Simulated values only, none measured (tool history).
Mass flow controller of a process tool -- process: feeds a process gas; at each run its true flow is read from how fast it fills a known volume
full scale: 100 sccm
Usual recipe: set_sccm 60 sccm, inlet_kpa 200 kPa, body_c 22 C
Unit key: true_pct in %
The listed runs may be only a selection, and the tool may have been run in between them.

run,day,set_sccm,inlet_kpa,body_c,true_pct
1,0,60,200,22,99.49
2,8.138,60,200,22,99.5
3,18.175,60,200,22,99.53
4,26.604,60,200,22,99.52
5,40.571,60,200,22,99.61
6,46.729,60,200,22,99.73
7,58.929,60,200,22,99.72
8,70.262,60,200,21,99.87
9,81.396,60,200,22,99.92
10,88.604,60,200,22,99.98
11,94.729,60,200,22,99.9
12,105.692,60,213,22,100.01
13,113.046,60,213,22,99.95
14,121.633,60,213,22,100.01
15,135.079,60,213,22,100.1
16,141.917,60,261,22,99.92
17,153.971,60,261,22,100.03
18,161.738,60,261,22,100.02
19,175.733,17,220,22,100.56
20,184.225,39,165,37,99.25
21,195.912,60,143,22,100.57
22,203.633,60,143,22,100.63
23,209.742,60,143,22,100.6
24,224.088,45,155,37,99.64
25,230.804,45,234,35,99.46
26,240.521,60,200,28,100.24
27,254.371,60,200,21,100.68
28,263.65,62,200,22,100.74

Alternative continuations, all from the tool just after run 28; predict every row:
A,276.542,12,238,22,?
B,276.542,12,192,23,?
C,276.542,60,243,29,?
D,276.542,20,200,39,?
E,276.542,10,254,24,?

run,true_pct
A,102.64
B,102.69
C,100.26
D,100.36
E,103.07
Take away the tool's hidden state, keep each run's random variation, and the runs would have read:
run,true_pct
A,98.41
B,98.46
C,98.91
D,97.56
E,98.12
